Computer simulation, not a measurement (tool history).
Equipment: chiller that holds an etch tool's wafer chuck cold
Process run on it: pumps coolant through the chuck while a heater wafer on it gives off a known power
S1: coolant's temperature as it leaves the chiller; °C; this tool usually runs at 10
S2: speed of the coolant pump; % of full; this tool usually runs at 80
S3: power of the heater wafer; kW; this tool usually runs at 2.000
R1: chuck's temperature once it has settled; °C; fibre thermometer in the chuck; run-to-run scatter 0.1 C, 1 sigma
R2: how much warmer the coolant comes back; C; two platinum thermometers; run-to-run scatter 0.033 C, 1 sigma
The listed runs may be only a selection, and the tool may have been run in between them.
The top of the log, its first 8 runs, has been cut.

run    hour  S1  S2     S3    R1    R2
  9   517.2  10  80  1.261  19.3  2.98
 10   587.7  11  80  2.000  25.8  4.78
 11   659.2  11  80  2.000  25.8  4.74
 12   731.2  10  80  2.000  24.7  4.75
 13   773.4  10  80  2.000  24.6  4.76
 14   832.6  10  80  2.588  29.0  6.15
 15   914.6  10  80  2.588  29.1  6.11
 16   960.8  10  80  2.000  24.9  4.85
 17  1016.0  10  80  2.000  24.9  4.89
 18  1082.0   3  61  2.000  20.6  6.44
 19  1125.4   3  61  2.000  20.7  6.39

Estimate the outcome of run 20 from the log above:
     1194.1  -- chiller's thermometer calibrated
 20  1209.6   3  61  2.000   ?   ?

For run 20 the tool returned R1 20.9 °C, R2 6.44 C.
Had the tool carried no hidden state, the very same run would have given R1 20.9 °C, R2 6.16 C.

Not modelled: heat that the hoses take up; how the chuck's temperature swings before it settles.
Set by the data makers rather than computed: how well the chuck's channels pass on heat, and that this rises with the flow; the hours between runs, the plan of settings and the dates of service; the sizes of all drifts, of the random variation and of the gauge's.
